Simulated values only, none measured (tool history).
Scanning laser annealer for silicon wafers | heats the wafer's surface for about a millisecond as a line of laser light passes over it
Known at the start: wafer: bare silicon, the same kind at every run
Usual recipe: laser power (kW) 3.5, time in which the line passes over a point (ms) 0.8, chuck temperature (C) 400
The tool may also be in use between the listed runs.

| run | day | laser power (kW) | time in which the line passes over a point (ms) | chuck temperature (C) | highest temperature of the surface (C) |
|---|---|---|---|---|---|
| 1 | 0 | 3.5 | 0.8 | 400 | 1103 |
| 2 | 0.362 | 3.5 | 0.8 | 400 | 1105 |
| 3 | 0.596 | 3.5 | 0.8 | 400 | 1105 |
| 4 | 0.971 | 3.5 | 0.621 | 400 | 1011 |
| 5 | 1.246 | 3.5 | 0.621 | 400 | 1008 |
| 6 | 1.6 | 3.5 | 0.8 | 400 | 1109 |
| 7 | 2.1 | 3.5 | 0.8 | 400 | 1107 |
| 8 | 2.392 | 3.5 | 0.8 | 400 | 1101 |
| 9 | 2.892 | 3.5 | 0.762 | 400 | 1088 |
| 10 | 3.271 | 3.525 | 0.762 | 400 | 1089 |
| 11 | 3.754 | 3.315 | 0.8 | 400 | 1068 |
| 12 | 4.162 | 3.5 | 0.677 | 400 | 1040 |
| 13 | 4.617 | 3.5 | 0.8 | 400 | 1103 |
| 14 | 4.996 | 3.535 | 0.8 | 400 | 1110 |
| 15 | 5.379 | 3.733 | 0.8 | 400 | 1147 |
| 16 | 5.929 | 3.706 | 0.8 | 400 | 1138 |
| 17 | 6.158 | 3.202 | 0.8 | 375 | 1019 |
| 18 | 6.412 | 3.476 | 0.756 | 399 | 1073 |
| 19 | 6.692 | 3.095 | 0.756 | 374 | 977 |
| 20 | 7.058 | 3.187 | 0.664 | 405 | 981 |
| 21 | 7.462 | 3.462 | 0.898 | 421 | 1161 |
| 22 | 7.962 | 3.823 | 0.8 | 414 | 1171 |
| 23 | 8.317 | 3.656 | 0.727 | 422 | 1110 |
| 24 | 8.6 | 3.656 | 0.609 | 422 | 1043 |
| 25 | 9.1 | 3.656 | 0.898 | 389 | 1167 |
| 26 | 9.35 | 3.24 | 0.85 | 429 | 1103 |
| 27 | 9.796 | 3.24 | 0.85 | 429 | 1100 |
| 28 | 10.038 | 3.02 | 0.783 | 400 | 1003 |
| 29 | 10.308 | 3.5 | 0.697 | 400 | 1047 |
| 30 | 10.775 | 3.215 | 0.8 | 400 | 1047 |
| 31 | 11.204 | 3.077 | 0.619 | 422 | 954 |

Had the tool no unlogged condition, and each run kept its random variation, what would the results have been?
Unlogged tool condition in this case: light that passes the window, % of a clean one's; laser's true power over the reading, %; width of the line over the set one, %; drift of the gauge itself on peak_c, C.
| run | highest temperature of the surface (C) |
|---|---|
| 1 | 1111 |
| 2 | 1113 |
| 3 | 1113 |
| 4 | 1018 |
| 5 | 1015 |
| 6 | 1118 |
| 7 | 1116 |
| 8 | 1110 |
| 9 | 1097 |
| 10 | 1098 |
| 11 | 1078 |
| 12 | 1050 |
| 13 | 1114 |
| 14 | 1122 |
| 15 | 1159 |
| 16 | 1151 |
| 17 | 1030 |
| 18 | 1085 |
| 19 | 988 |
| 20 | 991 |
| 21 | 1175 |
| 22 | 1186 |
| 23 | 1123 |
| 24 | 1055 |
| 25 | 1183 |
| 26 | 1116 |
| 27 | 1114 |
| 28 | 1016 |
| 29 | 1061 |
| 30 | 1062 |
| 31 | 966 |
